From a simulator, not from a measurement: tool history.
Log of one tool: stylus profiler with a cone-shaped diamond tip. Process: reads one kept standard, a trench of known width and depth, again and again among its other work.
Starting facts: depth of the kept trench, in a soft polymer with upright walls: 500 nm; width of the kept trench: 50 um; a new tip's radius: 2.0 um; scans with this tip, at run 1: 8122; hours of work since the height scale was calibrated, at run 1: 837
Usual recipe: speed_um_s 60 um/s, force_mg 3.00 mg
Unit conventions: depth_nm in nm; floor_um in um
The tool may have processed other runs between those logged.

run   hour  speed_um_s  force_mg  scans with this tip  hours of work since the height scale was calibrated  depth_nm  floor_um
  1    0.0          60      3.00                 8122                                                  837    510.35     45.56
  2   12.3          60      3.00                 8196                                                  845    510.31     45.55
  3   29.0          60      3.31                 8297                                                  855    510.98     45.53
  4   43.2          60      1.14                 8382                                                  864    506.22     45.33
  5   58.7          60      1.14                 8476                                                  874    506.26     45.37
  6   70.4          60      3.36                 8546                                                  881    511.03     45.57
  7   87.4          60      1.13                 8648                                                  891    506.44     45.32
      89.8  -- height scale calibrated on a step standard
  8  103.0          37      1.92                 8739                                                    8    509.17     45.56
  9  121.0          17      7.26                 8847                                                   19    518.27     45.68
 10  142.6          24      7.40                 8977                                                   33    518.44     45.62
 11  159.3          24      7.40                 9078                                                   43    518.48     45.62
 12  175.8          24      7.40                 9177                                                   53    518.36     45.62

Consider 4 possible next runs. They are alternatives, not a sequence: every one starts from the tool as it was left by run 12. What does each give?
  A  196.0          17      8.75                 9299                                                   66         ?         ?
  B  196.0          24      1.12                 9299                                                   66         ?         ?
  C  196.0         127      3.00                 9299                                                   66         ?         ?
  D  196.0          44      1.85                 9299                                                   66         ?         ?

run  depth_nm  floor_um
  A    520.25     45.66
  B    507.59     45.47
  C    511.48     45.08
  D    509.17     45.40
Stripped of hidden state, with their random variation kept, the same runs would have yielded:
run  depth_nm  floor_um
  A    516.87     47.33
  B    504.28     47.14
  C    508.15     46.75
  D    505.85     47.07
